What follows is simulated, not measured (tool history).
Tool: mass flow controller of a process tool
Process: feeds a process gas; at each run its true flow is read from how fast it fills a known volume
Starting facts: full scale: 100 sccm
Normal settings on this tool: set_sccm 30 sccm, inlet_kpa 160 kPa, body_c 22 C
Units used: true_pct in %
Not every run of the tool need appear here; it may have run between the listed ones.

run 1 hour=0.0 | set_sccm=30 inlet_kpa=160 body_c=22 | true_pct=97.19
run 2 hour=307.8 | set_sccm=30 inlet_kpa=160 body_c=22 | true_pct=96.94
run 3 hour=585.2 | set_sccm=30 inlet_kpa=160 body_c=22 | true_pct=96.91
run 4 hour=831.6 | set_sccm=30 inlet_kpa=160 body_c=32 | true_pct=96.29
run 5 hour=1189.8 | set_sccm=23 inlet_kpa=160 body_c=32 | true_pct=96.11
run 6 hour=1619.0 | set_sccm=23 inlet_kpa=160 body_c=32 | true_pct=95.86
run 7 hour=1910.2 | set_sccm=23 inlet_kpa=160 body_c=32 | true_pct=95.78
run 8 hour=2458.0 | set_sccm=23 inlet_kpa=160 body_c=32 | true_pct=95.61
run 9 hour=2852.9 | set_sccm=23 inlet_kpa=160 body_c=32 | true_pct=95.39
-- hour=2906.4 controller's zero set anew
run 10 hour=3166.4 | set_sccm=30 inlet_kpa=246 body_c=25 | true_pct=95.88
run 11 hour=3688.9 | set_sccm=30 inlet_kpa=150 body_c=22 | true_pct=95.56
-- hour=4081.9 controller's zero set anew, once more
run 12 hour=4170.6 | set_sccm=43 inlet_kpa=235 body_c=32 | true_pct=96.32
run 13 hour=4618.1 | set_sccm=11 inlet_kpa=235 body_c=21 | true_pct=96.18
run 14 hour=5171.6 | set_sccm=49 inlet_kpa=160 body_c=39 | true_pct=95.55
run 15 hour=5697.6 | set_sccm=49 inlet_kpa=160 body_c=39 | true_pct=95.54
run 16 hour=6249.8 | set_sccm=20 inlet_kpa=160 body_c=20 | true_pct=95.53
run 17 hour=6758.2 | set_sccm=98 inlet_kpa=160 body_c=20 | true_pct=96.41

Below are 4 alternative next runs, each starting from the tool's condition after run 17. Predict each:
run A hour=7328.8 | set_sccm=15 inlet_kpa=173 body_c=38 | true_pct=?
run B hour=7328.8 | set_sccm=98 inlet_kpa=162 body_c=38 | true_pct=?
run C hour=7328.8 | set_sccm=30 inlet_kpa=160 body_c=33 | true_pct=?
run D hour=7328.8 | set_sccm=75 inlet_kpa=160 body_c=20 | true_pct=?

run=A true_pct=94.12
run=B true_pct=95.49
run=C true_pct=94.85
run=D true_pct=96.10
With the hidden condition removed and each run's random variation left untouched, the same runs would have given:
run=A true_pct=98.97
run=B true_pct=99.37
run=C true_pct=99.13
run=D true_pct=100.04

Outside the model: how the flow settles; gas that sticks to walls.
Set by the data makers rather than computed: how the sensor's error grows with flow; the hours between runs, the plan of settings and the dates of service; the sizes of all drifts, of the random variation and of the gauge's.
